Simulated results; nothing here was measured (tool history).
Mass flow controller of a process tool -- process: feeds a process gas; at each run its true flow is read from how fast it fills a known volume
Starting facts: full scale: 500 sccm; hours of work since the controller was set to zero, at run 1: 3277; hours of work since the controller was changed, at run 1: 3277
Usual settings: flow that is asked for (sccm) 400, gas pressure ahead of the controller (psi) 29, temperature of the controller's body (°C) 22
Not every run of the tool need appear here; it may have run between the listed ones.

| run | day | flow that is asked for (sccm) | gas pressure ahead of the controller (psi) | temperature of the controller's body (°C) | hours of work since the controller was set to zero | hours of work since the controller was changed | true flow (%) |
|---|---|---|---|---|---|---|---|
| 1 | 0 | 400 | 29 | 22 | 3277 | 3277 | 99.34 |
| 2 | 10.05 | 400 | 20.3 | 22 | 3387 | 3387 | 99.73 |
| 3 | 20.146 | 400 | 29 | 22 | 3497 | 3497 | 99.25 |
| 4 | 27.388 | 400 | 29 | 22 | 3576 | 3576 | 99.37 |
| 5 | 33.65 | 400 | 29 | 22 | 3644 | 3644 | 99.31 |
| 6 | 43.267 | 400 | 29 | 22 | 3750 | 3750 | 99.2 |
| 7 | 54.554 | 400 | 29 | 22 | 3873 | 3873 | 99.26 |
| 8 | 66.788 | 400 | 29 | 38 | 4006 | 4006 | 98.73 |
| 9 | 74.917 | 400 | 29 | 30 | 4095 | 4095 | 98.89 |
| 10 | 82.638 | 400 | 29 | 30 | 4180 | 4180 | 98.93 |
| 11 | 94.167 | 400 | 29 | 30 | 4306 | 4306 | 98.98 |
| 12 | 104.471 | 400 | 29 | 30 | 4418 | 4418 | 99 |
| 13 | 112.833 | 400 | 29 | 23 | 4510 | 4510 | 99.18 |
| 14 | 121.838 | 400 | 29 | 23 | 4608 | 4608 | 99.37 |
| 15 | 128.892 | 400 | 29 | 23 | 4685 | 4685 | 99.15 |
| 16 | 139.517 | 400 | 37.1 | 22 | 4801 | 4801 | 98.78 |
| 17 | 151.212 | 400 | 32.8 | 22 | 4929 | 4929 | 99.01 |
| 18 | 159.229 | 400 | 32.8 | 22 | 5016 | 5016 | 99.13 |
| 19 | 169.5 | 400 | 32.8 | 22 | 5129 | 5129 | 98.87 |
| 20 | 178.504 | 400 | 32.8 | 22 | 5227 | 5227 | 98.98 |
| 21 | 184.062 | 400 | 32.8 | 22 | 5288 | 5288 | 99.04 |
| 22 | 195.029 | 400 | 32.8 | 22 | 5408 | 5408 | 98.89 |
| 23 | 202.079 | 400 | 27 | 22 | 5485 | 5485 | 99.41 |
| 24 | 213.892 | 400 | 27 | 23 | 5614 | 5614 | 99.29 |
| 25 | 223.842 | 97 | 27 | 23 | 5722 | 5722 | 100.26 |
| 26 | 229.875 | 400 | 22.3 | 33 | 5788 | 5788 | 99.11 |
| 27 | 237.162 | 325 | 22.2 | 20 | 5868 | 5868 | 99.38 |
| 28 | 245.125 | 70 | 23.6 | 27 | 5955 | 5955 | 101.68 |
| 29 | 256.242 | 70 | 28.7 | 22 | 6076 | 6076 | 101.64 |
| 30 | 265.946 | 70 | 28.7 | 22 | 6182 | 6182 | 101.74 |
| 31 | 271.112 | 70 | 28.7 | 32 | 6239 | 6239 | 101.44 |
| 32 | 281.292 | 443 | 21.2 | 39 | 6350 | 6350 | 99.17 |
|  | 284.933 | controller exchanged for a calibrated one |
| 33 | 293.7 | 107 | 29 | 39 | 96 | 96 | 97.47 |
|  | 294.275 | controller's zero set anew |
| 34 | 303.358 | 104 | 31.3 | 22 | 99 | 201 | 98.01 |
| 35 | 313.112 | 400 | 22.8 | 29 | 206 | 308 | 99.61 |
| 36 | 318.288 | 412 | 29 | 25 | 262 | 364 | 99.58 |
| 37 | 324.446 | 412 | 29 | 25 | 330 | 431 | 99.53 |
| 38 | 335.892 | 412 | 29 | 25 | 455 | 556 | 99.5 |
|  | 336.929 | controller's zero set anew, once more |
| 39 | 347.612 | 412 | 29 | 25 | 117 | 684 | 99.46 |
| 40 | 355.862 | 412 | 29.6 | 36 | 207 | 774 | 98.99 |
| 41 | 364.812 | 288 | 22 | 31 | 305 | 872 | 98.86 |
| 42 | 372.625 | 288 | 22 | 31 | 390 | 958 | 98.72 |
| 43 | 382.067 | 288 | 22 | 31 | 493 | 1061 | 98.7 |
| 44 | 391.008 | 288 | 22 | 31 | 591 | 1158 | 98.86 |
| 45 | 402.654 | 288 | 22 | 31 | 718 | 1286 | 98.78 |
| 46 | 411.233 | 157 | 23.5 | 23 | 812 | 1379 | 98.41 |
| 47 | 416.946 | 99 | 21 | 28 | 874 | 1442 | 98.32 |
| 48 | 422.025 | 99 | 21 | 28 | 930 | 1497 | 98.36 |

What would each run have given without the hidden state, its run-to-run variation left as it was?
The tool's hidden condition here consists of: flow at rest that the sensor doesn't see, % of full scale; true flow over the shown one, %; drift of the gauge itself on true_pct, %.
| run | true flow (%) |
|---|---|
| 1 | 99.52 |
| 2 | 99.92 |
| 3 | 99.45 |
| 4 | 99.57 |
| 5 | 99.51 |
| 6 | 99.41 |
| 7 | 99.47 |
| 8 | 98.95 |
| 9 | 99.11 |
| 10 | 99.16 |
| 11 | 99.22 |
| 12 | 99.24 |
| 13 | 99.42 |
| 14 | 99.62 |
| 15 | 99.4 |
| 16 | 99.04 |
| 17 | 99.27 |
| 18 | 99.4 |
| 19 | 99.14 |
| 20 | 99.26 |
| 21 | 99.33 |
| 22 | 99.18 |
| 23 | 99.7 |
| 24 | 99.59 |
| 25 | 97.72 |
| 26 | 99.42 |
| 27 | 99.48 |
| 28 | 97.53 |
| 29 | 97.4 |
| 30 | 97.44 |
| 31 | 97.1 |
| 32 | 99.61 |
| 33 | 97.09 |
| 34 | 97.55 |
| 35 | 99.48 |
| 36 | 99.46 |
| 37 | 99.41 |
| 38 | 99.39 |
| 39 | 99.47 |
| 40 | 99.01 |
| 41 | 98.84 |
| 42 | 98.69 |
| 43 | 98.67 |
| 44 | 98.83 |
| 45 | 98.76 |
| 46 | 98.18 |
| 47 | 97.8 |
| 48 | 97.83 |
